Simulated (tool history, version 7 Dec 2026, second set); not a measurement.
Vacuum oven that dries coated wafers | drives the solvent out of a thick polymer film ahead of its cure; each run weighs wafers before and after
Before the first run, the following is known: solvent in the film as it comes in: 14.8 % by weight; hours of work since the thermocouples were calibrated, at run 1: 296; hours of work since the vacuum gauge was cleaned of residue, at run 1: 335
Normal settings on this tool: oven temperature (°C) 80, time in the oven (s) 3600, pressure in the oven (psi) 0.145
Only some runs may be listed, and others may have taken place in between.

run   hour  oven temperature (°C)  time in the oven (s)  pressure in the oven (psi)  hours of work since the thermocouples were calibrated  hours of work since the vacuum gauge was cleaned of residue  solvent left in the film (%)
  1    0.0                     80                  3600                       0.145                                                    296                                                          335                          1.73
  2   11.8                     65                  3600                       0.145                                                    301                                                          340                          4.84
  3   31.5                     65                  3600                       0.145                                                    309                                                          348                          4.92
  4   45.3                     75                  3600                       0.145                                                    315                                                          354                          2.70
  5   63.0                     75                  2400                       0.145                                                    322                                                          361                          3.98
  6   72.9                     92                  3600                       0.145                                                    326                                                          365                          0.62
  7   84.2                     92                  3600                       0.145                                                    331                                                          370                          0.64
  8   93.0                     92                  3600                       0.145                                                    335                                                          374                          0.76
  9  112.1                     92                  3600                       0.119                                                    343                                                          382                          0.49
 10  121.8                     92                  3600                       0.119                                                    347                                                          386                          0.65
 11  133.9                     92                  3600                       0.119                                                    352                                                          391                          0.65
 12  143.5                     80                  4740                       0.145                                                    356                                                          395                          1.24
 13  155.7                     80                  3600                       0.145                                                    361                                                          400                          1.78
 14  166.2                     80                  3600                       0.145                                                    365                                                          404                          1.82
 15  177.3                     84                  3720                       0.136                                                    370                                                          409                          1.19
 16  193.2                     90                  3420                       0.422                                                    376                                                          416                          1.72
 17  209.0                     86                  4620                       0.136                                                    383                                                          422                          0.78
 18  218.1                     89                  5040                       0.186                                                    387                                                          426                          0.77
 19  230.1                     89                  5040                       0.186                                                    392                                                          431                          0.78
 20  246.1                     83                  3600                       0.144                                                    399                                                          438                          1.40
 21  255.2                     83                  3600                       0.144                                                    402                                                          441                          1.32
 22  273.3                     80                  2340                       0.122                                                    410                                                          449                          3.00
 23  282.1                     80                  3000                       0.122                                                    414                                                          453                          2.17
 24  293.9                     80                  3000                       0.122                                                    419                                                          458                          2.12
 25  306.3                     80                  2340                       0.413                                                    424                                                          463                          4.40
 26  323.6                     80                  2580                       0.145                                                    431                                                          470                          2.77
 27  332.6                     66                  3660                       0.145                                                    435                                                          474                          4.63
 28  350.7                     75                  2940                       0.297                                                    442                                                          481                          4.19

4 options for the next run, each taken on its own from the tool as it stands now. Forecast them:
  A  365.5                     70                  2220                       0.297                                                    449                                                          488                             ?
  B  365.5                     75                  1980                       0.297                                                    449                                                          488                             ?
  C  365.5                     84                  2100                       0.160                                                    449                                                          488                             ?
  D  365.5                     90                  3600                       0.145                                                    449                                                          488                             ?

run  solvent left in the film (%)
  A                          6.30
  B                          5.53
  C                          2.75
  D                          0.76
What these runs would have given with no unlogged condition in the tool:
run  solvent left in the film (%)
  A                          6.04
  B                          5.29
  C                          2.57
  D                          0.65
